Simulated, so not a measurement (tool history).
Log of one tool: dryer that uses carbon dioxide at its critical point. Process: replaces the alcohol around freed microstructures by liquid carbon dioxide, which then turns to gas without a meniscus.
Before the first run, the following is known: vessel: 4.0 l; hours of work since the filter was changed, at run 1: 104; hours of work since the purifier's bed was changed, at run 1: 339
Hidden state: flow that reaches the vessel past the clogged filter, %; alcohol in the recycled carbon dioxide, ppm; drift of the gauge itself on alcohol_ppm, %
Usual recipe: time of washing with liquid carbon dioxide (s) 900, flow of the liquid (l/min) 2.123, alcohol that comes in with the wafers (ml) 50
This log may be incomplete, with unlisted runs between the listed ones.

run	hour	time of washing with liquid carbon dioxide (s)	flow of the liquid (l/min)	alcohol that comes in with the wafers (ml)	hours of work since the filter was changed	hours of work since the purifier's bed was changed	alcohol left in the vessel before it's heated (ppm by volume)
1	0.0	900	2.123	50	104	339	137
2	12.0	900	2.123	36	112	347	128
3	20.9	780	2.123	50	117	353	193
4	27.6	780	2.123	109	122	357	326
5	39.6	780	2.123	109	129	365	323
6	52.4	780	2.123	109	138	373	346
7	66.1	780	2.123	109	147	382	352
8	76.2	780	2.123	109	153	389	370
9	85.5	900	3.610	50	159	395	104
# hour 97.0: inlet filter changed
10	98.1	1020	2.123	50	1	402	113
11	105.7	1020	2.123	50	6	407	114
12	114.7	900	2.123	50	12	413	137
13	122.3	900	2.123	50	16	418	141
14	134.1	900	1.920	50	24	426	157
15	146.2	900	1.920	50	32	433	182
16	158.5	900	1.920	50	40	441	180
17	169.4	900	2.123	50	47	449	147
18	183.7	900	2.123	50	56	458	155
19	194.9	900	2.123	50	64	465	138
20	203.7	900	2.900	50	69	471	121
21	217.3	900	2.900	50	78	480	134
22	226.6	900	2.900	50	84	486	125
23	238.1	900	2.123	87	92	493	207
24	254.0	900	2.123	50	102	504	183
25	269.3	900	2.123	50	112	514	189
26	281.0	900	1.390	50	120	521	483
27	293.3	960	2.123	34	128	529	159
28	301.9	840	3.090	34	133	535	142
29	311.8	840	3.090	34	140	541	142
30	320.2	600	3.090	23	145	547	158
31	335.4	900	2.000	47	155	557	219
32	345.3	900	2.840	40	162	563	153
# hour 353.6: inlet filter changed
33	360.1	900	2.220	21	4	572	153
34	373.5	900	2.220	21	13	581	151
35	389.4	1140	3.080	110	23	591	157
36	403.3	960	1.440	105	32	600	527
37	413.1	540	1.980	105	39	607	1098
38	422.2	1320	1.370	67	45	612	208
39	432.5	1260	2.123	50	51	619	159
40	443.7	1200	2.230	38	59	626	152
41	457.3	960	1.490	51	68	635	330
42	469.9	1260	1.550	51	76	643	201
43	477.8	780	2.123	31	81	649	215
44	485.8	780	2.123	31	86	654	227
45	498.3	780	2.123	31	94	662	231
46	513.8	780	2.150	54	104	672	270
47	529.1	780	2.123	50	114	682	275

Hidden state or all else? Some run-to-run changes of alcohol left in the vessel before it's heated (ppm by volume), split into what the settings, what came in and random variation would give without the hidden state, and what is left for the hidden state (with any gauge scatter that isn't in both results):
Run 8 -> 9: time of washing with liquid carbon dioxide (s) 780 -> 900, flow of the liquid (l/min) 2.123 -> 3.610, alcohol that comes in with the wafers (ml) 109 -> 50. alcohol left in the vessel before it's heated (ppm by volume) -266: hidden state -142, all else -124.
Run 26 -> 27: time of washing with liquid carbon dioxide (s) 900 -> 960, flow of the liquid (l/min) 1.390 -> 2.123, alcohol that comes in with the wafers (ml) 50 -> 34. alcohol left in the vessel before it's heated (ppm by volume) -324: hidden state -111, all else -213.
Run 35 -> 36: time of washing with liquid carbon dioxide (s) 1140 -> 960, flow of the liquid (l/min) 3.080 -> 1.440, alcohol that comes in with the wafers (ml) 110 -> 105. alcohol left in the vessel before it's heated (ppm by volume) +370: hidden state +54, all else +316.
Run 36 -> 37: time of washing with liquid carbon dioxide (s) 960 -> 540, flow of the liquid (l/min) 1.440 -> 1.980. alcohol left in the vessel before it's heated (ppm by volume) +571: hidden state +68, all else +503.
Run 37 -> 38: time of washing with liquid carbon dioxide (s) 540 -> 1320, flow of the liquid (l/min) 1.980 -> 1.370, alcohol that comes in with the wafers (ml) 105 -> 67. alcohol left in the vessel before it's heated (ppm by volume) -890: hidden state -110, all else -780.
